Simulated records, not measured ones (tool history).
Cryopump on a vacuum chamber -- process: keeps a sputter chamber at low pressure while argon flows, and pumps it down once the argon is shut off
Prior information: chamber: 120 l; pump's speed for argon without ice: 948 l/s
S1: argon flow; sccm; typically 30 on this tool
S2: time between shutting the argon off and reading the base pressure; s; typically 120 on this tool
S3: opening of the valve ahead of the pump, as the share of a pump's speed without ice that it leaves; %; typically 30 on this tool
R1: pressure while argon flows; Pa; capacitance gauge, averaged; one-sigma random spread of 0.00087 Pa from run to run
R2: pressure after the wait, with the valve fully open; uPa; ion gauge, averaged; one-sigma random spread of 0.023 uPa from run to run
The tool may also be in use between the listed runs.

run	hour	S1	S2	S3	R1	R2
1	0	30	120	30	0.186	1.05
2	27.3	30	120	30	0.1877	1.09
3	49.9	30	120	30	0.1891	1.14
4	64.1	30	120	30	0.1871	1.07
5	90.1	30	120	30	0.1889	1.18
6	122.2	30	120	19	0.2922	1.28
7	145.8	30	120	19	0.293	1.28
8	174.1	30	120	30	0.1909	1.27
9	196.3	30	120	30	0.1902	1.33
10	219.5	46	28	32	0.276	2.55
11	235.9	46	28	32	0.2782	2.53
12	257.9	46	28	32	0.2753	2.61
13	285.7	31	28	32	0.1871	2.68
14	311.8	30	30	23	0.2469	2.61
15	341.1	34	120	30	0.2184	1.54
16	364.2	34	120	30	0.2234	1.52
17	382.3	20	70	30	0.1308	1.81

A few steps of R1 between consecutive runs. Split each: what settings, incoming material and random variation would produce without the hidden state, and what is left over for the hidden state, along with gauge scatter present in only one of the two compared results (measured, and without hidden state):
Hidden conditions of the tool in this case: pump's speed, % of a pump's without ice; cold plate's temperature, K; leak into the chamber, uPa l/s; drift of the gauge itself on working_pa, %; drift of the gauge itself on base_upa, %.
Run 5 -> 6: S3 30 -> 19. R1 +0.1033 Pa: hidden state +0.0008, all else +0.1025.
Run 16 -> 17: S1 34 -> 20, S2 120 -> 70. R1 -0.0926 Pa: hidden state -0.0076, all else -0.085.
